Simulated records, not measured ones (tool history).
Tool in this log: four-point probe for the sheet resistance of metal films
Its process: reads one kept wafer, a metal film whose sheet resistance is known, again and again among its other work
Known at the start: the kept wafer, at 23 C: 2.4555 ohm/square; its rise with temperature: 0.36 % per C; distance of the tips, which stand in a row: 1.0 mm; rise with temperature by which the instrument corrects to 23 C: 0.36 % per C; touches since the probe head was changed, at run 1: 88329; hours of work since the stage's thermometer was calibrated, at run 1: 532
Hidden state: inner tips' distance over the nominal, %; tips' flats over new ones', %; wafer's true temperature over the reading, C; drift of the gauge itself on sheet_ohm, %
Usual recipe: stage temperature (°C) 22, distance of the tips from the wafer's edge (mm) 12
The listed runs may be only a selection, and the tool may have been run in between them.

run,hour,stage temperature (°C),distance of the tips from the wafer's edge (mm),touches since the probe head was changed,hours of work since the stage's thermometer was calibrated,sheet resistance as the instrument gives it (ohm/square)
1,0.0,22,12,88329,532,2.452927
2,60.8,23,12,92172,578,2.452791
3,125.0,23,12,96227,625,2.451985
4,176.5,23,12,99483,664,2.452114
5,207.9,23,12,101471,687,2.451388
6,247.3,22,12,103960,717,2.451000
7,281.6,22,12,106128,742,2.450682
8,345.2,22,12,110147,790,2.450488
# hour 349.8: stage's thermometer calibrated
9,406.8,28,22,114007,42,2.442800
10,472.9,25,11,118185,92,2.449904
11,516.0,21,23,120911,124,2.440842

Hidden condition of the tool, last listed run before each entry between runs versus first listed run after:
From run 8 to run 9: stage's thermometer calibrated (hour 349.8)
  inner tips' distance over the nominal, %: -0.447 -> -0.463; tips' flats over new ones', %: 58 -> 60; wafer's true temperature over the reading, C: -0.25 -> -0.44
  measured result minus the result with no hidden state, sheet resistance as the instrument gives it (ohm/square): -0.014202 -> -0.016132
